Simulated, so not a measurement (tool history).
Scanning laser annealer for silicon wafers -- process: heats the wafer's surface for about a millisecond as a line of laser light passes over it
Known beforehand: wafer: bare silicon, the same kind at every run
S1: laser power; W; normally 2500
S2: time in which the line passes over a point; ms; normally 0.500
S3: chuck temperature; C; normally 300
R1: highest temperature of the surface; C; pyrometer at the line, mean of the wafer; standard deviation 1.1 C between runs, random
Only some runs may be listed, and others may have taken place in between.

run 1 day=0.000 | S1=2500 S2=0.500 S3=300 | R1=1020
run 2 day=0.258 | S1=2500 S2=0.500 S3=300 | R1=1017
run 3 day=0.550 | S1=2500 S2=0.500 S3=300 | R1=1020
run 4 day=0.896 | S1=2500 S2=0.500 S3=300 | R1=1021
run 5 day=1.129 | S1=2500 S2=0.500 S3=300 | R1=1017
run 6 day=1.375 | S1=2500 S2=0.500 S3=300 | R1=1017
run 7 day=1.654 | S1=2500 S2=0.500 S3=300 | R1=1018
run 8 day=1.975 | S1=2500 S2=0.500 S3=300 | R1=1019
run 9 day=2.392 | S1=2500 S2=0.500 S3=300 | R1=1017
run 10 day=2.683 | S1=2500 S2=0.500 S3=300 | R1=1015
run 11 day=2.933 | S1=2500 S2=0.500 S3=294 | R1=1011
run 12 day=3.212 | S1=2500 S2=0.500 S3=300 | R1=1018
run 13 day=3.575 | S1=2500 S2=0.500 S3=300 | R1=1017
run 14 day=3.933 | S1=2500 S2=0.510 S3=300 | R1=1025
run 15 day=4.258 | S1=2500 S2=0.360 S3=300 | R1=895
run 16 day=4.608 | S1=2500 S2=0.360 S3=300 | R1=893
run 17 day=4.988 | S1=2500 S2=0.441 S3=300 | R1=967
run 18 day=5.417 | S1=2500 S2=0.441 S3=300 | R1=967
run 19 day=5.629 | S1=2500 S2=0.441 S3=300 | R1=967
run 20 day=5.842 | S1=2500 S2=0.479 S3=300 | R1=1000
run 21 day=6.188 | S1=2500 S2=0.351 S3=300 | R1=885
run 22 day=6.496 | S1=2500 S2=0.351 S3=300 | R1=886
run 23 day=6.867 | S1=2500 S2=0.351 S3=300 | R1=883
run 24 day=7.167 | S1=2500 S2=0.351 S3=300 | R1=884

What will run 25 give?
run 25 day=7.446 | S1=2500 S2=0.351 S3=300 | R1=?

R1: 883 C
On a tool with no hidden condition, and with the same random variation, this run would have come out at R1 896 C.
